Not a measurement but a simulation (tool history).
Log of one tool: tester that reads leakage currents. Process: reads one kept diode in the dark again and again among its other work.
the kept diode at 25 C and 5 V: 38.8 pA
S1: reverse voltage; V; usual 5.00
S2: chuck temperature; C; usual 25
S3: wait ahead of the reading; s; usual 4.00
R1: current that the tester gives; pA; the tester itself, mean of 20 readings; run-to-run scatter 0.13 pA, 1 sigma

run	hour	S1	S2	S3	R1
1	0.0	5.00	25	4.00	39.11
2	64.7	1.24	25	4.00	25.61
3	104.1	5.00	41	4.00	158.27
4	159.4	5.00	41	4.00	157.20
5	245.7	5.00	41	4.00	158.10
6	307.0	12.34	25	4.00	51.97
7	371.2	12.34	25	4.00	52.00
8	429.2	12.34	25	4.00	52.05
9	481.8	5.00	25	4.00	39.22
10	569.9	13.95	25	4.00	54.00
11	609.0	5.00	25	4.00	39.23
12	697.5	5.00	25	4.00	39.03
13	747.1	5.00	25	4.00	39.26
14	801.4	5.00	25	4.00	39.16
15	887.6	5.00	25	4.00	39.38
16	946.9	5.00	25	4.00	39.26
17	1010.8	5.00	25	4.00	39.14
18	1063.8	5.00	50	9.65	326.44
19	1153.7	5.00	50	9.65	324.93
20	1222.6	5.00	50	9.65	326.25
# hour 1246.1: chuck's temperature calibrated
21	1285.6	13.86	39	4.00	183.27
22	1322.8	1.56	49	4.00	210.70
23	1363.3	1.56	49	4.00	211.14
24	1407.9	1.56	49	4.00	211.14
25	1455.5	5.00	25	3.89	39.22
26	1542.7	10.14	41	3.89	196.60
27	1609.2	10.14	41	3.89	196.99
28	1684.8	2.64	31	0.34	57.15
29	1759.7	2.40	60	7.26	559.70
30	1816.6	5.00	21	7.75	27.10
31	1874.8	5.00	21	7.75	26.92
32	1925.3	2.84	25	4.00	33.06

Predict each of these 3 candidate next runs independently; none follows another, all start after run 32:
A	2011.1	2.84	25	3.91	?
B	2011.1	10.44	25	4.00	?
C	2011.1	5.23	25	2.93	?

run	R1
A	32.73
B	49.44
C	39.81
Take away the tool's hidden state, keep each run's random variation, and the runs would have read:
run	R1
A	32.72
B	49.40
C	39.79
